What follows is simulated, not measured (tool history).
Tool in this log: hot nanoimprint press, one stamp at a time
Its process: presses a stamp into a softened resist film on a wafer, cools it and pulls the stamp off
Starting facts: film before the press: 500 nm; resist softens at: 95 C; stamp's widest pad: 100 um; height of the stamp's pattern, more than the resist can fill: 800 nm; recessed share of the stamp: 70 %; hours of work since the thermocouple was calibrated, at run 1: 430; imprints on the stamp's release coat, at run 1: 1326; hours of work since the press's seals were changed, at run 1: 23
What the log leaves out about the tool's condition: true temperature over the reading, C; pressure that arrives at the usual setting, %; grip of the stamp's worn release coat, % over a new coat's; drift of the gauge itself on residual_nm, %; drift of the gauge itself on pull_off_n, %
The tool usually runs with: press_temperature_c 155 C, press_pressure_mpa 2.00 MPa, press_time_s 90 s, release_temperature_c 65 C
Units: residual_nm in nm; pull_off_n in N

run   hour  press_temperature_c  press_pressure_mpa  press_time_s  release_temperature_c  hours of work since the thermocouple was calibrated  imprints on the stamp's release coat  hours of work since the press's seals were changed  residual_nm  pull_off_n
  1    0.0                  155                2.00            90                     65                                                  430                                  1326                                                  23        227.6         191
  2   21.9                  155                2.00            90                     65                                                  444                                  1420                                                  37        226.7         186
  3   45.8                  155                2.00            90                     65                                                  460                                  1524                                                  53        228.4         193
      75.9  -- stamp cleaned and given a new release coat
  4   75.9                  155                2.00            90                     65                                                  476                                     0                                                  69        229.5         181
  5   97.7                  155                2.00            90                     65                                                  491                                    94                                                  83        224.9         193
     118.7  -- plate thermocouple calibrated
  6  125.5                  166                2.00            90                     65                                                    5                                   201                                                 100        137.6         191
  7  145.3                  166                2.00            90                     65                                                   18                                   286                                                 113        139.0         188
  8  158.9                  155                2.00            75                     65                                                   27                                   345                                                 122        237.6         185
  9  171.8                  155                2.00            75                     65                                                   35                                   401                                                 130        241.2         186
 10  194.1                  155                2.00            75                     65                                                   50                                   497                                                 145        243.3         188
 11  214.6                  155                2.00            75                     65                                                   63                                   585                                                 159        243.4         194
 12  231.3                  155                2.00            90                     53                                                   74                                   657                                                 170        225.0         250
 13  248.6                  155                2.00            90                     53                                                   86                                   732                                                 181        224.9         242
 14  274.0                  155                2.00            90                     71                                                  103                                   841                                                 198        228.3         159
 15  293.0                  155                1.82            90                     62                                                  115                                   923                                                 210        237.2         198
 16  313.0                  155                2.19            90                     65                                                  128                                  1010                                                 224        217.7         188
 17  326.8                  164                1.86            90                     65                                                  137                                  1069                                                 233        155.6         186
 18  342.8                  145                2.00           103                     65                                                  148                                  1138                                                 243        332.2         190
 19  368.5                  145                2.00           103                     65                                                  165                                  1248                                                 260        331.1         189
 20  386.3                  155                2.00            90                     69                                                  177                                  1325                                                 272        225.2         176
 21  404.6                  155                2.00            90                     69                                                  189                                  1404                                                 284        227.3         166
 22  422.5                  149                2.23            90                     65                                                  201                                  1481                                                 296        282.7         193
 23  436.3                  152                1.75            80                     64                                                  210                                  1541                                                 305        288.1         192
     463.0  -- stamp cleaned and given a new release coat
 24  466.8                  163                2.00            78                     65                                                  226                                    17                                                 321        166.7         181
 25  489.5                  155                2.00            60                     62                                                  241                                   114                                                 336        261.2         206
 26  508.2                  155                2.00            60                     62                                                  253                                   195                                                 348        262.0         200

Alternative continuations, all from the tool just after run 26; predict every row:
  A  521.8                  147                2.00            90                     65                                                  262                                   254                                                 357            ?           ?
  B  521.8                  155                2.00            90                     57                                                  262                                   254                                                 357            ?           ?
  C  521.8                  158                2.00           117                     53                                                  262                                   254                                                 357            ?           ?
  D  521.8                  150                2.00            90                     65                                                  262                                   254                                                 357            ?           ?

run  residual_nm  pull_off_n
  A        322.5         191
  B        228.6         228
  C        177.2         239
  D        282.6         182
Stripped of hidden state, with their random variation kept, the same runs would have yielded:
run  residual_nm  pull_off_n
  A        321.8         190
  B        228.0         227
  C        176.7         238
  D        281.9         181

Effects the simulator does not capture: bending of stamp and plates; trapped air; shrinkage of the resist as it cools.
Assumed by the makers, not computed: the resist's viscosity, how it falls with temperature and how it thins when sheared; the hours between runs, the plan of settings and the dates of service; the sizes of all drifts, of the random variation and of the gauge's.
